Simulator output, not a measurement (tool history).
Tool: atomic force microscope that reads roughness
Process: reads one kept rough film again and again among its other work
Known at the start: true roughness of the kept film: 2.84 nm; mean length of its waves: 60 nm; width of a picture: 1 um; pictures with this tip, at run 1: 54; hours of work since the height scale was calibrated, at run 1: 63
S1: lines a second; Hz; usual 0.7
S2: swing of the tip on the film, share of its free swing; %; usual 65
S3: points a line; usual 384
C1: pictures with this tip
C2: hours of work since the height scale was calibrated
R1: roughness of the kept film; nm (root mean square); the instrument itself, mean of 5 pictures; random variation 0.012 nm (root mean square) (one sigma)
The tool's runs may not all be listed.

Run 1, hour 0: usual settings; C1 54; C2 63. Result: R1 2.639 nm (root mean square).
Run 2, hour 8.6: usual settings; C1 64; C2 67. Result: R1 2.622 nm (root mean square).
Run 3, hour 15.5: usual settings; C1 71; C2 70. Result: R1 2.597 nm (root mean square).
Run 4, hour 23.3: usual settings but S3 636; C1 80; C2 74. Result: R1 2.607 nm (root mean square).
Run 5, hour 33.3: usual settings but S3 636; C1 91; C2 79. Result: R1 2.593 nm (root mean square).
Run 6, hour 40.6: usual settings but S1 0.764 Hz, S3 636; C1 99; C2 82. Result: R1 2.58 nm (root mean square).
At hour 46.7: new tip fitted.
Run 7, hour 46.7: usual settings but S1 0.764 Hz, S3 636; C1 0; C2 85. Result: R1 2.729 nm (root mean square).
Run 8, hour 52.6: usual settings; C1 6; C2 87. Result: R1 2.701 nm (root mean square).
Run 9, hour 59.7: usual settings; C1 14; C2 91. Result: R1 2.708 nm (root mean square).
Run 10, hour 65.1: usual settings but S1 3.82 Hz; C1 20; C2 93. Result: R1 2.465 nm (root mean square).
Run 11, hour 72.3: usual settings; C1 28; C2 97. Result: R1 2.68 nm (root mean square).
Run 12, hour 82.1: usual settings; C1 39; C2 101. Result: R1 2.656 nm (root mean square).
Run 13, hour 89.8: usual settings; C1 48; C2 105. Result: R1 2.634 nm (root mean square).
Run 14, hour 99.6: usual settings; C1 59; C2 109. Result: R1 2.624 nm (root mean square).
Run 15, hour 109.3: usual settings; C1 70; C2 114. Result: R1 2.605 nm (root mean square).
Run 16, hour 114.5: usual settings; C1 75; C2 116. Result: R1 2.604 nm (root mean square).
Run 17, hour 120.9: usual settings but S1 0.769 Hz; C1 82; C2 119. Result: R1 2.606 nm (root mean square).
Run 18, hour 127: usual settings but S1 1.4 Hz; C1 89; C2 122. Result: R1 2.531 nm (root mean square).
Run 19, hour 134.2: usual settings; C1 97; C2 125. Result: R1 2.561 nm (root mean square).
Run 20, hour 139.5: usual settings but S1 0.523 Hz; C1 103; C2 128. Result: R1 2.596 nm (root mean square).
At hour 142.8: new tip fitted.
Run 21, hour 145: usual settings but S1 0.523 Hz; C1 3; C2 130. Result: R1 2.719 nm (root mean square).
Run 22, hour 151.4: usual settings but S1 0.523 Hz; C1 10; C2 133. Result: R1 2.712 nm (root mean square).
Run 23, hour 156.1: usual settings but S1 0.523 Hz; C1 15; C2 135. Result: R1 2.695 nm (root mean square).
Run 24, hour 161.6: usual settings but S2 59 %; C1 21; C2 138. Result: R1 2.683 nm (root mean square).
Run 25, hour 168.9: usual settings but S3 591; C1 29; C2 141. Result: R1 2.675 nm (root mean square).
Run 26, hour 178.5: usual settings but S1 3.157 Hz, S2 74 %, S3 297; C1 40; C2 146. Result: R1 2.34 nm (root mean square).
Run 27, hour 185.9: usual settings but S1 3.157 Hz, S2 74 %, S3 297; C1 48; C2 149. Result: R1 2.323 nm (root mean square).
Run 28, hour 195.3: usual settings but S1 0.89 Hz, S2 62 %, S3 461; C1 59; C2 153. Result: R1 2.618 nm (root mean square).
Run 29, hour 201: usual settings but S1 0.89 Hz, S2 62 %, S3 461; C1 65; C2 156. Result: R1 2.611 nm (root mean square).
Run 30, hour 209: usual settings but S1 0.89 Hz, S2 88 %, S3 461; C1 74; C2 160. Result: R1 2.46 nm (root mean square).
Run 31, hour 218.4: usual settings but S1 1.408 Hz, S2 84 %, S3 361; C1 85; C2 164. Result: R1 2.381 nm (root mean square).
Run 32, hour 223.2: usual settings but S1 1.408 Hz, S2 84 %, S3 361; C1 90; C2 166. Result: R1 2.365 nm (root mean square).
Run 33, hour 230.7: usual settings but S1 1.408 Hz, S2 84 %, S3 361; C1 99; C2 170. Result: R1 2.336 nm (root mean square).
At hour 238: new tip fitted.
Run 34, hour 239.1: usual settings but S2 66 %; C1 1; C2 173. Result: R1 2.695 nm (root mean square).
Run 35, hour 248.8: usual settings but S2 66 %; C1 12; C2 178. Result: R1 2.691 nm (root mean square).
Run 36, hour 255: usual settings but S1 1.75 Hz, S2 77 %; C1 19; C2 181. Result: R1 2.48 nm (root mean square).
Run 37, hour 259.5: usual settings but S1 1.75 Hz, S2 77 %; C1 24; C2 183. Result: R1 2.464 nm (root mean square).
Run 38, hour 269.2: usual settings but S1 2.879 Hz, S2 74 %, S3 448; C1 35; C2 187. Result: R1 2.382 nm (root mean square).
Run 39, hour 276.1: usual settings but S1 2.879 Hz, S2 74 %, S3 448; C1 43; C2 191. Result: R1 2.353 nm (root mean square).
Run 40, hour 281.1: usual settings but S1 2.288 Hz, S3 296; C1 48; C2 193. Result: R1 2.512 nm (root mean square).
Run 41, hour 288.2: usual settings but S1 2.288 Hz, S3 296; C1 56; C2 196. Result: R1 2.495 nm (root mean square).
Run 42, hour 294: usual settings but S2 61 %, S3 536; C1 63; C2 199. Result: R1 2.643 nm (root mean square).
Run 43, hour 300.5: usual settings but S2 61 %, S3 536; C1 70; C2 202. Result: R1 2.606 nm (root mean square).

5 ways to go on from here, each from the tool as it stands after run 43. What would each give?
Run A, hour 310.1: usual settings but S1 3.837 Hz, S2 81 %, S3 536; C1 81; C2 206. Result: R1 ?.
Run B, hour 310.1: usual settings but S1 0.654 Hz, S2 60 %, S3 943; C1 81; C2 206. Result: R1 ?.
Run C, hour 310.1: usual settings but S1 1.96 Hz, S2 61 %, S3 460; C1 81; C2 206. Result: R1 ?.
Run D, hour 310.1: usual settings but S1 0.96 Hz, S2 61 %, S3 894; C1 81; C2 206. Result: R1 ?.
Run E, hour 310.1: usual settings but S1 1.756 Hz, S2 61 %, S3 536; C1 81; C2 206. Result: R1 ?.

run     R1
  A  2.082
  B   2.61
  C  2.546
  D  2.609
  E  2.548
Without the tool's hidden state the same runs would have given:
run     R1
  A  2.181
  B  2.735
  C  2.668
  D  2.733
  E  2.669

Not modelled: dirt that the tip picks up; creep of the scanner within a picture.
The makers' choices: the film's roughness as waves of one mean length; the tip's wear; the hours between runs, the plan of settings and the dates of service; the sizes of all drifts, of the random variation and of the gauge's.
